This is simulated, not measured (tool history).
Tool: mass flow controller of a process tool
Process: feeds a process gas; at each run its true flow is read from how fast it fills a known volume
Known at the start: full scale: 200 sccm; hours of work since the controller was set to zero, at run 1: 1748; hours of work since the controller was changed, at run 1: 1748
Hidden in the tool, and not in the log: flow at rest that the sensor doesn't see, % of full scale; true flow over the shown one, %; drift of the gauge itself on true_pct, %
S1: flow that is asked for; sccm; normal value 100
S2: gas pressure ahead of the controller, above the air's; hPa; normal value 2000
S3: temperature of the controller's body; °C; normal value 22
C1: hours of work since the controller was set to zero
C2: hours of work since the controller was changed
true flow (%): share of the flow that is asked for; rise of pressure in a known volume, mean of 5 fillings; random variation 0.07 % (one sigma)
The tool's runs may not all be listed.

run 1 hour=0 | S1=100 S2=2000 S3=22 | C1=1748 C2=1748 | true_flow_(%)=96.98
run 2 hour=67.1 | S1=100 S2=2000 S3=22 | C1=1782 C2=1782 | true_flow_(%)=97.03
run 3 hour=123.8 | S1=100 S2=2000 S3=22 | C1=1809 C2=1809 | true_flow_(%)=97.05
run 4 hour=176.3 | S1=100 S2=2000 S3=22 | C1=1835 C2=1835 | true_flow_(%)=97.15
run 5 hour=242.9 | S1=100 S2=2000 S3=22 | C1=1868 C2=1868 | true_flow_(%)=97.04
run 6 hour=313.2 | S1=100 S2=2000 S3=22 | C1=1903 C2=1903 | true_flow_(%)=96.85
run 7 hour=382.6 | S1=100 S2=2000 S3=20 | C1=1937 C2=1937 | true_flow_(%)=96.78
run 8 hour=469.6 | S1=100 S2=2000 S3=25 | C1=1980 C2=1980 | true_flow_(%)=97.18
run 9 hour=557.3 | S1=100 S2=2000 S3=25 | C1=2023 C2=2023 | true_flow_(%)=97.12
run 10 hour=625.7 | S1=100 S2=2000 S3=25 | C1=2057 C2=2057 | true_flow_(%)=97.19
run 11 hour=717.1 | S1=100 S2=2000 S3=25 | C1=2102 C2=2102 | true_flow_(%)=97.17
run 12 hour=767.6 | S1=100 S2=2000 S3=22 | C1=2126 C2=2126 | true_flow_(%)=96.89
run 13 hour=836.5 | S1=100 S2=2000 S3=22 | C1=2160 C2=2160 | true_flow_(%)=96.83
-- hour=844.4 controller's zero set anew
run 14 hour=886.4 | S1=100 S2=2000 S3=22 | C1=21 C2=2185 | true_flow_(%)=96.49
run 15 hour=940.1 | S1=100 S2=2000 S3=22 | C1=47 C2=2211 | true_flow_(%)=96.45
run 16 hour=1032.4 | S1=100 S2=2000 S3=22 | C1=93 C2=2257 | true_flow_(%)=96.43
run 17 hour=1073.2 | S1=100 S2=2000 S3=22 | C1=113 C2=2277 | true_flow_(%)=96.45
-- hour=1113.3 controller's zero set anew, once more
run 18 hour=1149.3 | S1=100 S2=2000 S3=22 | C1=18 C2=2314 | true_flow_(%)=97.76
run 19 hour=1200.3 | S1=100 S2=2000 S3=22 | C1=43 C2=2339 | true_flow_(%)=97.76
run 20 hour=1259.2 | S1=100 S2=2000 S3=22 | C1=72 C2=2368 | true_flow_(%)=97.84
run 21 hour=1322.4 | S1=54 S2=1870 S3=22 | C1=103 C2=2399 | true_flow_(%)=97.12
run 22 hour=1381.2 | S1=54 S2=2350 S3=27 | C1=132 C2=2428 | true_flow_(%)=97.61
run 23 hour=1469.3 | S1=50 S2=2350 S3=37 | C1=175 C2=2471 | true_flow_(%)=98.34
run 24 hour=1557.7 | S1=73 S2=2080 S3=37 | C1=219 C2=2515 | true_flow_(%)=98.58
run 25 hour=1598.9 | S1=100 S2=1710 S3=26 | C1=239 C2=2535 | true_flow_(%)=97.94
run 26 hour=1674.5 | S1=100 S2=1710 S3=26 | C1=276 C2=2572 | true_flow_(%)=97.87
run 27 hour=1732.6 | S1=36 S2=2000 S3=25 | C1=305 C2=2601 | true_flow_(%)=96.61
run 28 hour=1783.7 | S1=100 S2=2000 S3=40 | C1=330 C2=2626 | true_flow_(%)=99.29
run 29 hour=1865.3 | S1=181 S2=1880 S3=27 | C1=370 C2=2666 | true_flow_(%)=99.29
run 30 hour=1916.7 | S1=184 S2=2200 S3=22 | C1=396 C2=2692 | true_flow_(%)=98.81
run 31 hour=2010.6 | S1=184 S2=1990 S3=22 | C1=442 C2=2738 | true_flow_(%)=99.06
run 32 hour=2051.1 | S1=184 S2=1990 S3=22 | C1=462 C2=2758 | true_flow_(%)=98.98
run 33 hour=2090.6 | S1=100 S2=2290 S3=21 | C1=481 C2=2777 | true_flow_(%)=97.55
run 34 hour=2138.4 | S1=100 S2=2290 S3=21 | C1=505 C2=2801 | true_flow_(%)=97.57
run 35 hour=2199.4 | S1=100 S2=2130 S3=21 | C1=535 C2=2831 | true_flow_(%)=97.68
run 36 hour=2283.7 | S1=100 S2=2120 S3=22 | C1=576 C2=2872 | true_flow_(%)=97.53
run 37 hour=2358.5 | S1=100 S2=1920 S3=33 | C1=613 C2=2909 | true_flow_(%)=98.33
run 38 hour=2421.7 | S1=100 S2=1920 S3=33 | C1=644 C2=2940 | true_flow_(%)=98.4
run 39 hour=2479 | S1=100 S2=1920 S3=33 | C1=672 C2=2969 | true_flow_(%)=98.44

Had the tool no unlogged condition, and each run kept its random variation, what would the results have been?
run=1 true_flow_(%)=98.2
run=2 true_flow_(%)=98.27
run=3 true_flow_(%)=98.31
run=4 true_flow_(%)=98.42
run=5 true_flow_(%)=98.33
run=6 true_flow_(%)=98.16
run=7 true_flow_(%)=98.1
run=8 true_flow_(%)=98.53
run=9 true_flow_(%)=98.49
run=10 true_flow_(%)=98.58
run=11 true_flow_(%)=98.59
run=12 true_flow_(%)=98.32
run=13 true_flow_(%)=98.27
run=14 true_flow_(%)=98.28
run=15 true_flow_(%)=98.24
run=16 true_flow_(%)=98.26
run=17 true_flow_(%)=98.28
run=18 true_flow_(%)=98.22
run=19 true_flow_(%)=98.23
run=20 true_flow_(%)=98.33
run=21 true_flow_(%)=97.68
run=22 true_flow_(%)=98.19
run=23 true_flow_(%)=98.98
run=24 true_flow_(%)=99.2
run=25 true_flow_(%)=98.52
run=26 true_flow_(%)=98.48
run=27 true_flow_(%)=97.5
run=28 true_flow_(%)=99.92
run=29 true_flow_(%)=99.86
run=30 true_flow_(%)=99.38
run=31 true_flow_(%)=99.65
run=32 true_flow_(%)=99.58
run=33 true_flow_(%)=98.26
run=34 true_flow_(%)=98.3
run=35 true_flow_(%)=98.42
run=36 true_flow_(%)=98.3
run=37 true_flow_(%)=99.11
run=38 true_flow_(%)=99.2
run=39 true_flow_(%)=99.25
